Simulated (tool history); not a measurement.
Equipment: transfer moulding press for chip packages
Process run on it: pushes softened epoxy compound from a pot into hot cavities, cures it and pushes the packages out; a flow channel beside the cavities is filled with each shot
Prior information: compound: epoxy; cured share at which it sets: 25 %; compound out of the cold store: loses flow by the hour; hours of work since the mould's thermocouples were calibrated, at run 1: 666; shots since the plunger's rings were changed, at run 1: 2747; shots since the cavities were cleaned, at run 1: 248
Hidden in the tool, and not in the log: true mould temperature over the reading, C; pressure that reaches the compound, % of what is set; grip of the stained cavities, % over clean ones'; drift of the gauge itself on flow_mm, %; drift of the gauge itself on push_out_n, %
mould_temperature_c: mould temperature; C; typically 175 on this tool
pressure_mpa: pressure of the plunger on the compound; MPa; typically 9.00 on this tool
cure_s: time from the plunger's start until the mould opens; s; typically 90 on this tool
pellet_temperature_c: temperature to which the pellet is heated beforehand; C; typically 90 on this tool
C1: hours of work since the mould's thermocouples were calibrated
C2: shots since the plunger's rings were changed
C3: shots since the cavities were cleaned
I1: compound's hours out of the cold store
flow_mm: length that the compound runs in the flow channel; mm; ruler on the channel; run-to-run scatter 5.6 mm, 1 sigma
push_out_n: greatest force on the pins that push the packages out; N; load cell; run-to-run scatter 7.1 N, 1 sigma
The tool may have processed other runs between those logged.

{"run": 1, "hour": 0.0, "mould_temperature_c": 175, "pressure_mpa": 9.0, "cure_s": 90, "pellet_temperature_c": 90, "C1": 666, "C2": 2747, "C3": 248, "I1": 30.0, "flow_mm": 754, "push_out_n": 303}
{"run": 2, "hour": 35.1, "mould_temperature_c": 175, "pressure_mpa": 9.0, "cure_s": 90, "pellet_temperature_c": 90, "C1": 689, "C2": 3207, "C3": 708, "I1": 47.1, "flow_mm": 726, "push_out_n": 292}
{"hour": 40.4, "done": "cavities cleaned with cleaning compound and waxed"}
{"hour": 63.9, "done": "mould's thermocouples calibrated"}
{"run": 3, "hour": 93.3, "mould_temperature_c": 175, "pressure_mpa": 9.0, "cure_s": 90, "pellet_temperature_c": 90, "C1": 19, "C2": 3922, "C3": 666, "I1": 19.0, "flow_mm": 791, "push_out_n": 306}
{"hour": 100.0, "done": "cavities cleaned with cleaning compound and waxed"}
{"hour": 158.6, "done": "cavities cleaned with cleaning compound and waxed"}
{"run": 4, "hour": 158.6, "mould_temperature_c": 175, "pressure_mpa": 9.0, "cure_s": 90, "pellet_temperature_c": 90, "C1": 59, "C2": 4737, "C3": 0, "I1": 27.3, "flow_mm": 768, "push_out_n": 282}
{"hour": 217.5, "done": "cavities cleaned with cleaning compound and waxed"}
{"run": 5, "hour": 237.2, "mould_temperature_c": 175, "pressure_mpa": 9.0, "cure_s": 90, "pellet_temperature_c": 90, "C1": 108, "C2": 5747, "C3": 258, "I1": 22.9, "flow_mm": 780, "push_out_n": 310}
{"hour": 277.6, "done": "cavities cleaned with cleaning compound and waxed"}
{"run": 6, "hour": 290.3, "mould_temperature_c": 175, "pressure_mpa": 9.0, "cure_s": 90, "pellet_temperature_c": 90, "C1": 141, "C2": 6422, "C3": 166, "I1": 30.1, "flow_mm": 753, "push_out_n": 302}
{"hour": 306.3, "done": "plunger's sealing rings changed"}
{"hour": 340.2, "done": "cavities cleaned with cleaning compound and waxed"}
{"run": 7, "hour": 361.6, "mould_temperature_c": 175, "pressure_mpa": 9.0, "cure_s": 90, "pellet_temperature_c": 90, "C1": 184, "C2": 704, "C3": 281, "I1": 27.7, "flow_mm": 754, "push_out_n": 302}
{"hour": 400.6, "done": "cavities cleaned with cleaning compound and waxed"}
{"run": 8, "hour": 440.0, "mould_temperature_c": 174, "pressure_mpa": 9.63, "cure_s": 90, "pellet_temperature_c": 90, "C1": 233, "C2": 1710, "C3": 516, "I1": 37.6, "flow_mm": 767, "push_out_n": 327}
{"hour": 460.8, "done": "cavities cleaned with cleaning compound and waxed"}
{"run": 9, "hour": 483.4, "mould_temperature_c": 174, "pressure_mpa": 9.63, "cure_s": 90, "pellet_temperature_c": 90, "C1": 260, "C2": 2259, "C3": 296, "I1": 25.8, "flow_mm": 798, "push_out_n": 321}
{"hour": 517.1, "done": "cavities cleaned with cleaning compound and waxed"}
{"run": 10, "hour": 523.3, "mould_temperature_c": 175, "pressure_mpa": 9.0, "cure_s": 111, "pellet_temperature_c": 90, "C1": 285, "C2": 2761, "C3": 81, "I1": 32.1, "flow_mm": 747, "push_out_n": 199}
{"hour": 576.7, "done": "cavities cleaned with cleaning compound and waxed"}
{"run": 11, "hour": 601.5, "mould_temperature_c": 168, "pressure_mpa": 9.46, "cure_s": 90, "pellet_temperature_c": 90, "C1": 334, "C2": 3766, "C3": 326, "I1": 47.4, "flow_mm": 745, "push_out_n": 460}
{"hour": 636.5, "done": "cavities cleaned with cleaning compound and waxed"}
{"run": 12, "hour": 680.6, "mould_temperature_c": 168, "pressure_mpa": 9.46, "cure_s": 90, "pellet_temperature_c": 87, "C1": 383, "C2": 4781, "C3": 577, "I1": 25.2, "flow_mm": 813, "push_out_n": 507}
{"hour": 692.7, "done": "cavities cleaned with cleaning compound and waxed"}
{"hour": 751.7, "done": "cavities cleaned with cleaning compound and waxed"}
{"run": 13, "hour": 751.7, "mould_temperature_c": 169, "pressure_mpa": 7.39, "cure_s": 72, "pellet_temperature_c": 92, "C1": 427, "C2": 5672, "C3": 0, "I1": 46.8, "flow_mm": 668, "push_out_n": 707}
{"hour": 810.0, "done": "cavities cleaned with cleaning compound and waxed"}
{"run": 14, "hour": 810.0, "mould_temperature_c": 171, "pressure_mpa": 9.0, "cure_s": 90, "pellet_temperature_c": 96, "C1": 463, "C2": 6416, "C3": 0, "I1": 40.1, "flow_mm": 740, "push_out_n": 373}

Below are 4 alternative next runs, each starting from the tool's condition after run 14. Predict each:
{"hour": 828.6, "done": "plunger's sealing rings changed"}
{"hour": 870.4, "done": "cavities cleaned with cleaning compound and waxed"}
{"run": "A", "hour": 873.4, "mould_temperature_c": 175, "pressure_mpa": 9.32, "cure_s": 88, "pellet_temperature_c": 82, "C1": 501, "C2": 567, "C3": 40, "I1": 39.9, "flow_mm": "?", "push_out_n": "?"}
{"hour": 828.6, "done": "plunger's sealing rings changed"}
{"hour": 870.4, "done": "cavities cleaned with cleaning compound and waxed"}
{"run": "B", "hour": 873.4, "mould_temperature_c": 171, "pressure_mpa": 9.0, "cure_s": 90, "pellet_temperature_c": 92, "C1": 501, "C2": 567, "C3": 40, "I1": 12.9, "flow_mm": "?", "push_out_n": "?"}
{"hour": 828.6, "done": "plunger's sealing rings changed"}
{"hour": 870.4, "done": "cavities cleaned with cleaning compound and waxed"}
{"run": "C", "hour": 873.4, "mould_temperature_c": 171, "pressure_mpa": 7.69, "cure_s": 90, "pellet_temperature_c": 96, "C1": 501, "C2": 567, "C3": 40, "I1": 47.4, "flow_mm": "?", "push_out_n": "?"}
{"hour": 828.6, "done": "plunger's sealing rings changed"}
{"hour": 870.4, "done": "cavities cleaned with cleaning compound and waxed"}
{"run": "D", "hour": 873.4, "mould_temperature_c": 171, "pressure_mpa": 9.0, "cure_s": 102, "pellet_temperature_c": 96, "C1": 501, "C2": 567, "C3": 40, "I1": 20.8, "flow_mm": "?", "push_out_n": "?"}

run=A flow_mm=749 push_out_n=328
run=B flow_mm=793 push_out_n=405
run=C flow_mm=672 push_out_n=371
run=D flow_mm=784 push_out_n=297
Stripped of hidden state, with their random variation kept, the same runs would have yielded:
run=A flow_mm=749 push_out_n=327
run=B flow_mm=794 push_out_n=404
run=C flow_mm=672 push_out_n=370
run=D flow_mm=784 push_out_n=296

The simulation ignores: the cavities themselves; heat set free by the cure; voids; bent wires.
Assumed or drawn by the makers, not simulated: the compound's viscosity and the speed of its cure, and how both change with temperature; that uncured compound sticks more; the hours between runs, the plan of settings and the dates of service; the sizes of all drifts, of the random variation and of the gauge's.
